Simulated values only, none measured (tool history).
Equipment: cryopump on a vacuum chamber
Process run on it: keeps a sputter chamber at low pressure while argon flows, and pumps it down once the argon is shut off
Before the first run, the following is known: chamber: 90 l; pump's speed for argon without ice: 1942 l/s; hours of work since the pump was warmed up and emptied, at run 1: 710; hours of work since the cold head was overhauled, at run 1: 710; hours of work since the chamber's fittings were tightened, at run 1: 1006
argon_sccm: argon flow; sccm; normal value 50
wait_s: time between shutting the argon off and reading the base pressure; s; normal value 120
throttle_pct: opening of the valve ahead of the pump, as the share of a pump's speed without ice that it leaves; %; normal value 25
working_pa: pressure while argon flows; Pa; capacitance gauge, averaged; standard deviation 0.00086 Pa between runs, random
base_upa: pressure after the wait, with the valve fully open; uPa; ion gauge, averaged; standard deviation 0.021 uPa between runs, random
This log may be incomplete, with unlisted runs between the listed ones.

run   hour  argon_sccm  wait_s  throttle_pct  hours of work since the pump was warmed up and emptied  hours of work since the cold head was overhauled  hours of work since the chamber's fittings were tightened  working_pa  base_upa
  1      0          50     120            25                                                     710                                               710                                                       1006      0.1901       1.2
  2   22.2          50     120            25                                                     726                                               726                                                       1022       0.188      1.22
  3   43.6          50     120            25                                                     741                                               741                                                       1037      0.1901      1.29
  4   64.9          50     120            25                                                     756                                               756                                                       1052      0.1918      1.34
  5   86.8          27     120            25                                                     772                                               772                                                       1068      0.1031      1.32
  6  106.9          50     120            19                                                     786                                               786                                                       1082       0.249      1.39
  7    125          50     120            30                                                     799                                               799                                                       1095      0.1624      1.34
  8  149.7          50     120            29                                                     816                                               816                                                       1113      0.1694      1.37
  9  165.7          50      73            25                                                     828                                               828                                                       1124      0.1937      1.54
 10  188.5          50      73            25                                                     844                                               844                                                       1140      0.1947      1.56
 11  205.9          50     120            59                                                     856                                               856                                                       1153      0.0939       1.4
 12  228.9          50     120            25                                                     873                                               873                                                       1169      0.1934      1.41
 13  252.2          50     120            25                                                     889                                               889                                                       1186       0.195      1.47
 14  269.1          50      66            25                                                     902                                               902                                                       1198      0.1968      1.68
     292.8  -- pump warmed up, emptied and cooled again
 15    298          64     120            25                                                       4                                               918                                                       1215      0.2226      1.07
 16    326          64     120            25                                                      24                                               938                                                       1235      0.2227      1.11
 17  347.4          63     134            21                                                      39                                               954                                                       1250      0.2639       1.1
 18  362.8          70     134            18                                                      50                                               965                                                       1261      0.3407      1.09
 19    393          50      27            25                                                      71                                               986                                                       1282       0.176      2.03
 20  412.7          50      33            25                                                      85                                              1000                                                       1296      0.1761      1.87
 21  435.6          50      33            25                                                     102                                              1017                                                       1313      0.1747      1.86
 22  467.3          50      33            25                                                     124                                              1039                                                       1335      0.1757      1.92
 23  482.6          50      33            25                                                     135                                              1050                                                       1346      0.1764      1.86
 24  512.6          50      35            59                                                     157                                              1071                                                       1368      0.0762      1.88
 25  546.1          50      35            59                                                     180                                              1095                                                       1391      0.0774       1.9
 26    572          83      42            17                                                     199                                              1114                                                       1410      0.4297      1.72
 27  595.7          83      42            17                                                     216                                              1131                                                       1427      0.4322      1.77
 28  620.2          83      42            17                                                     233                                              1148                                                       1444      0.4312      1.76
 29  639.2          37      80            53                                                     247                                              1162                                                       1458      0.0647      1.42
 30  659.5          37      80            53                                                     261                                              1176                                                       1472      0.0649      1.45
 31  681.3          50     120            40                                                     277                                              1192                                                       1488      0.1145      1.37

For each entry between runs, how does the tool's hidden state at the last listed run before it compare with that at the first listed run after it?
Run 14 -> run 15: pump warmed up, emptied and cooled again (hour 292.8)
  pump's speed, % of a pump's without ice: 67.7 -> 99.8; leak into the chamber, uPa l/s: 1596 -> 1614
  what was measured, less what the result would be without the hidden state, working_pa: +0.0214 -> +0.0006 Pa; base_upa: +1.07 -> +0.68 uPa
